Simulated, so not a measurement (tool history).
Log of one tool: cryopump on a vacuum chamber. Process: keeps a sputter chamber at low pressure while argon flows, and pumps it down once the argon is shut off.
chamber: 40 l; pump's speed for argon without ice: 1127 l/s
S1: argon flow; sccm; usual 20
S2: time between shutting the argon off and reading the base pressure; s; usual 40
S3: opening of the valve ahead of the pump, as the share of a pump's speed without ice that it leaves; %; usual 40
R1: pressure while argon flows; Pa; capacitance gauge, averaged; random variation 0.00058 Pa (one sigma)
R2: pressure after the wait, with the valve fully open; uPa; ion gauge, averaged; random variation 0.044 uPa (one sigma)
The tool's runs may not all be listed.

run 1 day=0 | S1=20 S2=40 S3=40 | R1=0.0761 R2=3.36
run 2 day=0.633 | S1=20 S2=40 S3=40 | R1=0.0771 R2=3.34
run 3 day=1.621 | S1=20 S2=40 S3=40 | R1=0.0765 R2=3.27
run 4 day=2.396 | S1=20 S2=40 S3=40 | R1=0.0775 R2=3.32
run 5 day=3.633 | S1=20 S2=53 S3=40 | R1=0.078 R2=2.83
run 6 day=4.912 | S1=20 S2=56 S3=40 | R1=0.0785 R2=2.68
run 7 day=5.646 | S1=20 S2=56 S3=40 | R1=0.078 R2=2.71
run 8 day=6.725 | S1=20 S2=46 S3=40 | R1=0.0797 R2=3.19
run 9 day=7.629 | S1=20 S2=40 S3=23 | R1=0.1346 R2=3.33
run 10 day=8.588 | S1=20 S2=40 S3=23 | R1=0.1352 R2=3.45
run 11 day=9.108 | S1=15 S2=40 S3=40 | R1=0.0609 R2=3.4
run 12 day=10.242 | S1=14 S2=40 S3=40 | R1=0.0568 R2=3.41
run 13 day=11.45 | S1=14 S2=40 S3=40 | R1=0.0579 R2=3.6
run 14 day=12.121 | S1=14 S2=40 S3=40 | R1=0.057 R2=3.54
run 15 day=13.125 | S1=20 S2=40 S3=40 | R1=0.0827 R2=3.6
run 16 day=14.346 | S1=20 S2=40 S3=29 | R1=0.1126 R2=3.57
run 17 day=15.388 | S1=20 S2=40 S3=29 | R1=0.1119 R2=3.55
-- day=15.771 pump warmed up, emptied and cooled again
run 18 day=16.258 | S1=36 S2=69 S3=29 | R1=0.1876 R2=2.39
run 19 day=16.779 | S1=36 S2=69 S3=29 | R1=0.1874 R2=2.36
run 20 day=17.792 | S1=36 S2=69 S3=29 | R1=0.186 R2=2.36
run 21 day=18.688 | S1=20 S2=40 S3=35 | R1=0.0872 R2=3.43
run 22 day=19.9 | S1=20 S2=40 S3=35 | R1=0.0872 R2=3.36
run 23 day=20.612 | S1=27 S2=20 S3=35 | R1=0.1182 R2=5.8
run 24 day=21.533 | S1=25 S2=37 S3=50 | R1=0.0773 R2=3.58
run 25 day=22.446 | S1=25 S2=37 S3=50 | R1=0.0785 R2=3.68
run 26 day=23.062 | S1=12 S2=36 S3=53 | R1=0.0348 R2=3.72
run 27 day=23.796 | S1=32 S2=245 S3=20 | R1=0.2451 R2=1.53
run 28 day=24.325 | S1=32 S2=245 S3=20 | R1=0.2453 R2=1.51
run 29 day=25.471 | S1=36 S2=29 S3=40 | R1=0.14 R2=4.39
run 30 day=26.1 | S1=18 S2=43 S3=22 | R1=0.1257 R2=3.4
run 31 day=27.262 | S1=18 S2=43 S3=22 | R1=0.127 R2=3.33

Forecast run 32:
run 32 day=28.062 | S1=21 S2=120 S3=22 | R1=? R2=?

Run 32 gave R1 0.1479 Pa, R2 1.98 uPa.
Without the tool's hidden state the same run would have given R1 0.143 Pa, R2 1.02 uPa.
